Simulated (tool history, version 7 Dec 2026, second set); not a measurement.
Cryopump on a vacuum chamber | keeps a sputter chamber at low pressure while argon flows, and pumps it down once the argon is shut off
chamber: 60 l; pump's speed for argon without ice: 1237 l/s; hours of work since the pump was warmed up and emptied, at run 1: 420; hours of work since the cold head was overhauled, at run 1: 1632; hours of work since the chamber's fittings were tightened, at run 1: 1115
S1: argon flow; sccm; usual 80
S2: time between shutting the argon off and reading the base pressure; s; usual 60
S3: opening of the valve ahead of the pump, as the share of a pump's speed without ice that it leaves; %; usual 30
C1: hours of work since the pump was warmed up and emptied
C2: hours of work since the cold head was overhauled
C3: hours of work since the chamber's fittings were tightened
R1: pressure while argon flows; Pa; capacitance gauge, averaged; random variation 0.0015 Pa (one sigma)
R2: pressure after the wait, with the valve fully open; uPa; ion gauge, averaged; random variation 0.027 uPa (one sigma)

run     day  S1   S2  S3   C1    C2    C3      R1    R2
  1       0  80   60  30  420  1632  1115  0.3708  1.54
  2   2.025  80   60  16  446  1659  1142  0.6916  1.57
      3.138  -- leaking fittings of the chamber tightened, without venting
  3   4.608  80   60  16  479  1692    19  0.6936  1.25
  4   7.738  80   60  16  520  1733    60  0.6945  1.25
  5   9.854  80   60  16  548  1760    88  0.6921  1.33
  6  12.733  80   60  30  586  1798   126  0.3748   1.3
  7  14.788  80   60  30  612  1825   153  0.3757  1.26
  8  17.233  80   82  30  645  1857   185  0.3772  1.06
  9  20.062  36  103  27  682  1894   222   0.187  0.93
 10  23.508  36  103  27  727  1939   267  0.1883  0.94
 11  26.317  80  160  44  764  1976   304  0.2627  0.77
 12  30.104  80  160  44  813  2026   353  0.2639  0.77
 13  31.967  80  160  44  838  2050   378  0.2631  0.77
 14  34.921  60  297  18  876  2089   417  0.4653  0.58
 15  37.733  80  123  46  913  2126   453  0.2545  0.91

The same runs without the tool's hidden state, with the same run-to-run variation:
The hidden state here: pump's speed, % of a pump's without ice; cold plate's temperature, K; leak into the chamber, uPa l/s; drift of the gauge itself on working_pa, %; drift of the gauge itself on base_upa, %.
run      R1    R2
  1  0.3625  1.18
  2  0.6828  1.19
  3  0.6843   1.2
  4  0.6845  1.19
  5  0.6817  1.26
  6  0.3638  1.21
  7  0.3642  1.16
  8  0.3653  0.96
  9  0.1813  0.81
 10  0.1823  0.81
 11  0.2488  0.62
 12  0.2491  0.61
 13   0.248   0.6
 14  0.4535   0.4
 15  0.2381  0.71
